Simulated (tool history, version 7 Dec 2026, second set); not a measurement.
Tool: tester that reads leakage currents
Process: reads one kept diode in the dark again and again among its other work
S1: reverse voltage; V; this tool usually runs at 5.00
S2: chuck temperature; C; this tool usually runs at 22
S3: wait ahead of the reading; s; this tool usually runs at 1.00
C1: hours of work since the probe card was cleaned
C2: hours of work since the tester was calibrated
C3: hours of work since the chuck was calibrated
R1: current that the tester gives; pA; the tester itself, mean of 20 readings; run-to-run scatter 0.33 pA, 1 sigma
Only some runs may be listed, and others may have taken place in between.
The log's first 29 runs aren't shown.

run,hour,S1,S2,S3,C1,C2,C3,R1
30,2159.5,9.36,27,7.92,1240,1882,1625,203.66
31,2236.2,14.23,22,1.34,1281,1923,1666,160.75
32,2282.2,14.23,22,1.34,1306,1948,1691,160.47
33,2349.2,4.20,35,1.65,1342,1984,1727,282.51
34,2450.5,5.00,22,8.58,1396,2039,1781,106.15
35,2550.0,12.42,21,1.50,1450,2092,1835,140.13
36,2607.8,5.00,22,0.67,1481,2123,1866,108.75
37,2649.6,5.00,22,1.75,1504,2146,1888,107.02
38,2706.1,5.00,22,1.75,1534,2176,1919,106.28
39,2788.0,3.89,43,1.36,1578,2220,1963,497.21

Here are 3 independent what-if runs from the current tool condition. What would each one return?
# hour 2802.5: probe card cleaned and baked
A,2891.3,1.59,22,0.39,48,2274,2017,?
# hour 2802.5: probe card cleaned and baked
B,2891.3,3.98,21,5.75,48,2274,2017,?
# hour 2802.5: probe card cleaned and baked
C,2891.3,3.89,43,2.01,48,2274,2017,?

run,R1
A,69.84
B,89.81
C,499.69
With no hidden state in the tool, these same runs would have given:
run,R1
A,69.96
B,89.96
C,500.43
